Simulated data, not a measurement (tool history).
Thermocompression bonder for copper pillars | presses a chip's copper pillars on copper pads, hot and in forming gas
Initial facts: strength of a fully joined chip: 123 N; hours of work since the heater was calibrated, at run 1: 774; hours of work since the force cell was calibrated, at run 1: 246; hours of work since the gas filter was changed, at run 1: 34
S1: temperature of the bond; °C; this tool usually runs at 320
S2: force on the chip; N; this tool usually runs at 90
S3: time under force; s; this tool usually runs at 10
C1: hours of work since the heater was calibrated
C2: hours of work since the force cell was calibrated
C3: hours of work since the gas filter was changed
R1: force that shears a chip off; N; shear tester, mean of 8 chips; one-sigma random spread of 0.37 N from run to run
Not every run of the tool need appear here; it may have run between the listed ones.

{"run": 1, "hour": 0.0, "S1": 320, "S2": 90, "S3": 10, "C1": 774, "C2": 246, "C3": 34, "R1": 64.0}
{"run": 2, "hour": 12.7, "S1": 343, "S2": 90, "S3": 10, "C1": 782, "C2": 253, "C3": 42, "R1": 75.9}
{"run": 3, "hour": 31.0, "S1": 320, "S2": 90, "S3": 10, "C1": 793, "C2": 264, "C3": 53, "R1": 63.8}
{"run": 4, "hour": 48.3, "S1": 320, "S2": 90, "S3": 10, "C1": 803, "C2": 274, "C3": 63, "R1": 63.1}
{"run": 5, "hour": 67.3, "S1": 320, "S2": 90, "S3": 10, "C1": 814, "C2": 285, "C3": 74, "R1": 63.1}
{"run": 6, "hour": 78.0, "S1": 320, "S2": 90, "S3": 10, "C1": 820, "C2": 292, "C3": 80, "R1": 63.3}
{"run": 7, "hour": 90.8, "S1": 320, "S2": 90, "S3": 9, "C1": 828, "C2": 299, "C3": 88, "R1": 61.1}
{"run": 8, "hour": 106.4, "S1": 320, "S2": 90, "S3": 9, "C1": 837, "C2": 308, "C3": 97, "R1": 61.1}
{"run": 9, "hour": 119.6, "S1": 320, "S2": 90, "S3": 12, "C1": 845, "C2": 316, "C3": 105, "R1": 66.9}
{"run": 10, "hour": 129.6, "S1": 314, "S2": 90, "S3": 10, "C1": 851, "C2": 322, "C3": 111, "R1": 59.8}
{"run": 11, "hour": 145.7, "S1": 314, "S2": 90, "S3": 10, "C1": 860, "C2": 331, "C3": 120, "R1": 58.9}
{"run": 12, "hour": 159.7, "S1": 320, "S2": 90, "S3": 10, "C1": 868, "C2": 340, "C3": 128, "R1": 61.5}
{"run": 13, "hour": 168.5, "S1": 320, "S2": 90, "S3": 10, "C1": 874, "C2": 345, "C3": 134, "R1": 61.8}
{"run": 14, "hour": 181.3, "S1": 320, "S2": 90, "S3": 10, "C1": 881, "C2": 352, "C3": 141, "R1": 60.9}
{"hour": 198.9, "done": "forming gas filter changed"}
{"run": 15, "hour": 199.8, "S1": 332, "S2": 90, "S3": 10, "C1": 892, "C2": 363, "C3": 1, "R1": 71.6}
{"run": 16, "hour": 219.4, "S1": 332, "S2": 74, "S3": 10, "C1": 903, "C2": 375, "C3": 12, "R1": 61.1}
{"run": 17, "hour": 239.1, "S1": 332, "S2": 68, "S3": 10, "C1": 915, "C2": 386, "C3": 24, "R1": 56.8}
{"run": 18, "hour": 259.3, "S1": 332, "S2": 68, "S3": 10, "C1": 927, "C2": 398, "C3": 35, "R1": 56.6}
{"run": 19, "hour": 275.4, "S1": 332, "S2": 68, "S3": 22, "C1": 936, "C2": 408, "C3": 45, "R1": 73.1}
{"run": 20, "hour": 289.5, "S1": 320, "S2": 90, "S3": 10, "C1": 944, "C2": 416, "C3": 53, "R1": 63.8}
{"run": 21, "hour": 298.0, "S1": 320, "S2": 90, "S3": 10, "C1": 949, "C2": 421, "C3": 58, "R1": 63.5}
{"run": 22, "hour": 312.9, "S1": 307, "S2": 90, "S3": 16, "C1": 958, "C2": 430, "C3": 67, "R1": 66.0}
{"run": 23, "hour": 325.1, "S1": 307, "S2": 127, "S3": 5, "C1": 965, "C2": 437, "C3": 74, "R1": 59.2}
{"run": 24, "hour": 340.1, "S1": 320, "S2": 90, "S3": 7, "C1": 974, "C2": 446, "C3": 83, "R1": 55.3}
{"run": 25, "hour": 355.1, "S1": 320, "S2": 56, "S3": 10, "C1": 983, "C2": 454, "C3": 92, "R1": 41.9}
{"run": 26, "hour": 364.0, "S1": 320, "S2": 77, "S3": 27, "C1": 988, "C2": 460, "C3": 97, "R1": 76.0}
{"run": 27, "hour": 375.6, "S1": 311, "S2": 90, "S3": 10, "C1": 995, "C2": 467, "C3": 104, "R1": 58.1}
{"hour": 379.4, "done": "heater calibrated with a thermocouple chip"}
{"run": 28, "hour": 393.7, "S1": 311, "S2": 90, "S3": 10, "C1": 8, "C2": 476, "C3": 113, "R1": 58.4}
{"run": 29, "hour": 404.8, "S1": 320, "S2": 132, "S3": 9, "C1": 15, "C2": 483, "C3": 120, "R1": 80.0}
{"run": 30, "hour": 419.5, "S1": 320, "S2": 98, "S3": 25, "C1": 24, "C2": 491, "C3": 129, "R1": 87.2}
{"hour": 427.0, "done": "heater calibrated with a thermocouple chip, once more"}
{"run": 31, "hour": 431.4, "S1": 299, "S2": 93, "S3": 12, "C1": 3, "C2": 497, "C3": 134, "R1": 54.3}
{"run": 32, "hour": 443.4, "S1": 299, "S2": 93, "S3": 12, "C1": 10, "C2": 504, "C3": 142, "R1": 54.3}
{"hour": 460.1, "done": "forming gas filter changed"}
{"run": 33, "hour": 460.1, "S1": 301, "S2": 90, "S3": 10, "C1": 19, "C2": 514, "C3": 0, "R1": 53.1}
{"run": 34, "hour": 481.0, "S1": 301, "S2": 90, "S3": 10, "C1": 31, "C2": 526, "C3": 12, "R1": 52.5}
{"run": 35, "hour": 491.3, "S1": 343, "S2": 82, "S3": 20, "C1": 38, "C2": 532, "C3": 18, "R1": 85.6}
{"run": 36, "hour": 506.2, "S1": 300, "S2": 69, "S3": 10, "C1": 46, "C2": 541, "C3": 27, "R1": 40.8}
{"run": 37, "hour": 520.3, "S1": 329, "S2": 62, "S3": 10, "C1": 55, "C2": 549, "C3": 35, "R1": 48.7}
{"run": 38, "hour": 535.2, "S1": 320, "S2": 58, "S3": 10, "C1": 63, "C2": 558, "C3": 44, "R1": 42.1}
{"run": 39, "hour": 551.6, "S1": 322, "S2": 99, "S3": 10, "C1": 73, "C2": 567, "C3": 54, "R1": 68.0}

How would selected steps in R1 from run to run divide? Give the signed amount a tool lacking its hidden state would still show from settings, what came in and random variation, and the signed amount left for the hidden state, including any gauge scatter that is not in both of the compared results.
The tool's hidden condition here consists of: true temperature of the bond over the reading, C; force that reaches the chip, % of what is set; oxide that the forming gas leaves, % of the face; drift of the gauge itself on shear_n, %.
Run 14 -> 15: S1 320 -> 332, forming gas filter changed. R1 +10.7 N: hidden state +3.4, all else +7.3.
Run 25 -> 26: S2 56 -> 77, S3 10 -> 27. R1 +34.1 N: hidden state -1.1, all else +35.2.
Run 30 -> 31: S1 320 -> 299, S2 98 -> 93, S3 25 -> 12, heater calibrated with a thermocouple chip, once more. R1 -32.9 N: hidden state -1.8, all else -31.1.
Run 32 -> 33: S1 299 -> 301, S2 93 -> 90, S3 12 -> 10, forming gas filter changed. R1 -1.2 N: hidden state +3.0, all else -4.2.
Run 34 -> 35: S1 301 -> 343, S2 90 -> 82, S3 10 -> 20. R1 +33.1 N: hidden state -0.5, all else +33.6.
Run 35 -> 36: S1 343 -> 300, S2 82 -> 69, S3 20 -> 10. R1 -44.8 N: hidden state +0.4, all else -45.2.
